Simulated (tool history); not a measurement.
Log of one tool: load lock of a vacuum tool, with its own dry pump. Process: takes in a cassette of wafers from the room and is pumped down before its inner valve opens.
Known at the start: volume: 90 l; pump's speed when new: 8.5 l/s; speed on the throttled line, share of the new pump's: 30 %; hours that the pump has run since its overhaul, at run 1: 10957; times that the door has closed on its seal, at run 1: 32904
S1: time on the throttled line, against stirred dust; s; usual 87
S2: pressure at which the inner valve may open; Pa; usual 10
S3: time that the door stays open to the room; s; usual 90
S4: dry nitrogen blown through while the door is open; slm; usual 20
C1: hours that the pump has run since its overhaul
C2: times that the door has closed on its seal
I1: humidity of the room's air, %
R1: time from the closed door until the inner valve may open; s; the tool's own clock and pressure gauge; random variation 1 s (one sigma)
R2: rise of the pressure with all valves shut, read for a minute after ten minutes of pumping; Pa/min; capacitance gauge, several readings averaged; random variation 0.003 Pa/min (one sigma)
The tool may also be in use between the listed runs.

run	hour	S1	S2	S3	S4	C1	C2	I1	R1	R2
1	0	87	10	90	20	10957	32904	42.5	171.5	0.601
# hour 44.9: door's seal changed, seat wiped
2	174.9	87	10	90	20	11130	477	44.4	171.7	0.038
3	398.6	87	9	90	20	11354	1298	43.3	173.2	0.038
4	758	78	10	90	20	11713	2617	47.3	167.4	0.048
5	965.1	78	10	90	20	11920	3378	43.5	167.2	0.047
6	1247.4	78	10	90	20	12202	4414	44.3	165.4	0.064
7	1511.9	87	7	90	20	12467	5385	46.4	179.4	0.07
8	1678.5	52	15	90	20	12634	5996	44	147.1	0.076
9	2011.9	81	10	90	20	12967	7220	41.9	169.1	0.092
10	2339.5	81	11	148	20	13295	8423	46.9	169.3	0.117
11	2551.2	87	13	90	5	13506	9200	46	170.7	0.133
12	2871.9	87	9	90	14	13827	10377	45.1	176.9	0.14

The same runs without the tool's hidden state, with the same run-to-run variation:
The hidden state here: pump's speed, % of a new pump's; leak at the door's seal, Pa l/s; drift of the gauge itself on ready_s, %; drift of the gauge itself on rise_pa_min, %.
run	R1	R2
1	159.5	0.033
2	159.7	0.036
3	160.4	0.031
4	153.9	0.031
5	153.4	0.023
6	151.4	0.031
7	164.5	0.03
8	131.6	0.03
9	154.1	0.031
10	154.1	0.044
11	156.1	0.05
12	160.7	0.04
